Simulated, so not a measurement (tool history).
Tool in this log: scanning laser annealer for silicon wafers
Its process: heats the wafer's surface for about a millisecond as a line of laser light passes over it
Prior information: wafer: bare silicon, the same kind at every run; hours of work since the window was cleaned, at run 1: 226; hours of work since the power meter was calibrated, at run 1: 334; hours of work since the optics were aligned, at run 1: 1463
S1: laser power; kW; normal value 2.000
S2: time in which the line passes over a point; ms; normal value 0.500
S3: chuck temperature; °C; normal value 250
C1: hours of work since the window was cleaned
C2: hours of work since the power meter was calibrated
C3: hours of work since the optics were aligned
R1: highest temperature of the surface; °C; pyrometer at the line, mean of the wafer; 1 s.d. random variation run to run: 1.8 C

run   hour     S1     S2   S3   C1   C2    C3    R1
  1    0.0  2.000  0.500  250  226  334  1463   990
  2   14.1  2.000  0.500  250  233  342  1471   993
  3   28.4  2.050  0.500  250  241  349  1478  1016
  4   45.7  2.000  0.470  250  250  358  1487   964
  5   61.7  2.000  0.470  225  258  366  1495   943
  6   78.1  2.000  0.470  225  267  375  1504   940
  7   89.5  1.723  0.470  225  273  381  1510   819
  8  105.3  1.723  0.470  225  281  389  1518   819
  9  123.2  1.723  0.438  225  290  399  1528   799
 10  139.5  1.723  0.438  225  299  407  1536   799
 11  157.4  1.723  0.438  225  308  417  1546   798
 12  175.0  1.910  0.500  250  317  426  1555   943
 13  186.3  1.910  0.500  250  323  432  1561   941
 14  195.2  2.097  0.500  250  328  436  1565  1029
 15  214.5  2.097  0.500  250  338  447  1576  1031
 16  224.8  2.121  0.493  250  343  452  1581  1036
 17  233.0  1.705  0.377  267  348  456  1585   790
 18  244.6  1.864  0.430  258  354  462  1591   885
 19  261.8  2.124  0.387  290  363  471  1600   992
 20  270.9  2.147  0.500  250  368  476  1605  1050
 21  286.5  2.000  0.442  232  376  484  1613   922
 22  297.7  2.000  0.422  250  382  490  1619   925
 23  313.4  2.000  0.422  250  390  498  1627   925
 24  322.3  1.837  0.459  248  395  503  1632   875
 25  341.0  1.837  0.459  248  404  513  1642   875
 26  356.2  1.837  0.459  248  412  521  1650   878

Some steps in R1, run to run, broken into two amounts with sign: the step expected even without the hidden condition (settings, incoming material, random variation), and the rest, left for the hidden condition together with whatever gauge scatter is not in both the measured and the hidden-condition-free result:
Hidden conditions of the tool in this case: light that passes the window, % of a clean one's; laser's true power over the reading, %; width of the line over the set one, %; drift of the gauge itself on peak_c, C.
Run 11 -> 12: S1 1.723 -> 1.910, S2 0.438 -> 0.500, S3 225 -> 250. R1 +145 °C: hidden state -6, all else +151.
Run 16 -> 17: S1 2.121 -> 1.705, S2 0.493 -> 0.377, S3 250 -> 267. R1 -246 °C: hidden state +11, all else -257.
